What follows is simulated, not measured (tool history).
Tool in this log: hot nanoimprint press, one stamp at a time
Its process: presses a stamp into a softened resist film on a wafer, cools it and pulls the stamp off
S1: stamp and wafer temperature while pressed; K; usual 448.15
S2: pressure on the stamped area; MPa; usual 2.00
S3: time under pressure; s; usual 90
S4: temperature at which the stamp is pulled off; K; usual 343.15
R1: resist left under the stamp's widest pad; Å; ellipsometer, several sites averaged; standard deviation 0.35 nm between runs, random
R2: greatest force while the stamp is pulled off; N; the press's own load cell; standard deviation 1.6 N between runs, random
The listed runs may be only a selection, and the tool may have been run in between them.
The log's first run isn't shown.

run   hour      S1    S2   S3      S4    R1   R2
      11.1  -- stamp cleaned and given a new release coat
  2   24.1  448.15  2.00   90  343.15  1086  121
  3   44.0  448.15  2.00   90  343.15  1084  121
  4   64.0  448.15  2.00   90  343.15  1085  124
  5   83.0  448.15  2.00   90  343.15  1087  124
      94.1  -- plate thermocouple calibrated
  6   96.6  448.15  2.00   90  343.15  1088  125
  7  104.8  448.15  2.00   90  343.15  1089  124
  8  115.5  448.15  2.00   90  343.15  1089  124
  9  128.1  448.15  2.00   90  343.15  1084  124
 10  147.2  448.15  2.00   90  343.15  1086  123
 11  159.1  448.15  1.54   90  343.15  1219  123
 12  169.5  448.15  2.00   63  343.15  1246  121
 13  181.9  448.15  2.00   63  332.15  1243  146
 14  195.0  448.15  2.00   63  345.15  1247  119
 15  203.4  448.15  2.00  123  345.15   961  120
 16  212.3  443.15  1.73  121  332.15  1277  147
 17  224.2  452.15  2.00   90  344.15   915  119
 18  232.3  437.15  2.00   80  343.15  1712  123
 19  241.9  448.15  1.85  125  344.15   985  124
 20  251.6  459.15  1.48  151  341.15   643  127
 21  265.1  459.15  1.48  151  341.15   644  131
 22  282.7  449.15  2.00   90  350.15  1047  109
 23  301.1  455.15  1.61   90  332.15   900  145
 24  311.3  447.15  1.61   90  332.15  1243  146
 25  328.0  440.15  2.00   90  336.15  1502  137
 26  340.6  455.15  2.82   90  336.15   685  138

What will run 27 give?
 27  356.3  455.15  2.82  90  336.15   ?   ?

Run 27 measured R1 689 Å, R2 133 N.
Had the tool carried no hidden state, the very same run would have given R1 690 Å, R2 132 N.

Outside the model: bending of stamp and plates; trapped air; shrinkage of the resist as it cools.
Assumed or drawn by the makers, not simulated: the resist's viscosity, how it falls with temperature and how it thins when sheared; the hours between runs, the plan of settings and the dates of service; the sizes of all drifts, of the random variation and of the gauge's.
